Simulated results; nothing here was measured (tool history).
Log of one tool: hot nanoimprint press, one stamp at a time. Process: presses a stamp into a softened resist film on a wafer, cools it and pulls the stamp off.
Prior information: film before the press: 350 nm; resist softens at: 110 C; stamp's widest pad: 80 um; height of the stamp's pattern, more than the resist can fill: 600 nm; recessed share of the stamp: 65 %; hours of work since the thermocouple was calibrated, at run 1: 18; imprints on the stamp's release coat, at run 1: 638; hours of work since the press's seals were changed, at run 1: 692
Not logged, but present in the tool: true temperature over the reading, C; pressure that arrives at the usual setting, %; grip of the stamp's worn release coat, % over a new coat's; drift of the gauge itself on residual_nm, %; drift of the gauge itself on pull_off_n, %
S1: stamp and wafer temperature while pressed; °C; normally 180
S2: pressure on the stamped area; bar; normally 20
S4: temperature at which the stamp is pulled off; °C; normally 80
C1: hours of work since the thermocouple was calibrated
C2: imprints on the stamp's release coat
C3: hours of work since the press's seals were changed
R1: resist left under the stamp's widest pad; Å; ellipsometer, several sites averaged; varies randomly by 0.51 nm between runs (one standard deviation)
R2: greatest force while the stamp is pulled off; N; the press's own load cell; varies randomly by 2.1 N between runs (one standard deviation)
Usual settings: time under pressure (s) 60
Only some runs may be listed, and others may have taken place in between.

run 1 hour=0 | S1=180 S2=20 time_under_pressure_(s)=60 S4=80 | C1=18 C2=638 C3=692 | R1=1987 R2=128
-- hour=30.6 stamp cleaned and given a new release coat
run 2 hour=38.9 | S1=180 S2=20 time_under_pressure_(s)=60 S4=80 | C1=32 C2=25 C3=707 | R1=1987 R2=100
run 3 hour=78.9 | S1=180 S2=20 time_under_pressure_(s)=60 S4=80 | C1=49 C2=145 C3=724 | R1=1999 R2=102
run 4 hour=118.2 | S1=180 S2=20 time_under_pressure_(s)=109 S4=80 | C1=66 C2=262 C3=741 | R1=1637 R2=110
-- hour=125.7 plate thermocouple calibrated
run 5 hour=160.6 | S1=180 S2=20 time_under_pressure_(s)=109 S4=80 | C1=15 C2=380 C3=758 | R1=1646 R2=116
run 6 hour=184.9 | S1=180 S2=20 time_under_pressure_(s)=60 S4=80 | C1=25 C2=453 C3=768 | R1=2013 R2=123
run 7 hour=204.9 | S1=180 S2=20 time_under_pressure_(s)=60 S4=80 | C1=34 C2=513 C3=777 | R1=2021 R2=122
run 8 hour=224.7 | S1=180 S2=15.4 time_under_pressure_(s)=61 S4=80 | C1=43 C2=572 C3=785 | R1=2216 R2=130
run 9 hour=248.1 | S1=171 S2=23.8 time_under_pressure_(s)=58 S4=80 | C1=53 C2=642 C3=795 | R1=2598 R2=131
-- hour=280.1 stamp cleaned and given a new release coat
run 10 hour=295.3 | S1=171 S2=23.8 time_under_pressure_(s)=58 S4=80 | C1=70 C2=46 C3=813 | R1=2599 R2=102
-- hour=308.6 plate thermocouple calibrated, once more
run 11 hour=328.1 | S1=171 S2=23.8 time_under_pressure_(s)=58 S4=80 | C1=8 C2=135 C3=826 | R1=2575 R2=107
run 12 hour=376.3 | S1=171 S2=23.8 time_under_pressure_(s)=58 S4=80 | C1=29 C2=279 C3=846 | R1=2586 R2=112
run 13 hour=424.5 | S1=181 S2=30.8 time_under_pressure_(s)=60 S4=68 | C1=50 C2=423 C3=867 | R1=1622 R2=146

The next listed run, before its measurement:
run 14 hour=464.3 | S1=181 S2=30.8 time_under_pressure_(s)=60 S4=68 | C1=67 C2=543 C3=884 | R1=? R2=?

R1: 1627 Å
R2: 149 N
Without the tool's hidden state the same run would have given R1 1550 Å, R2 118 N.
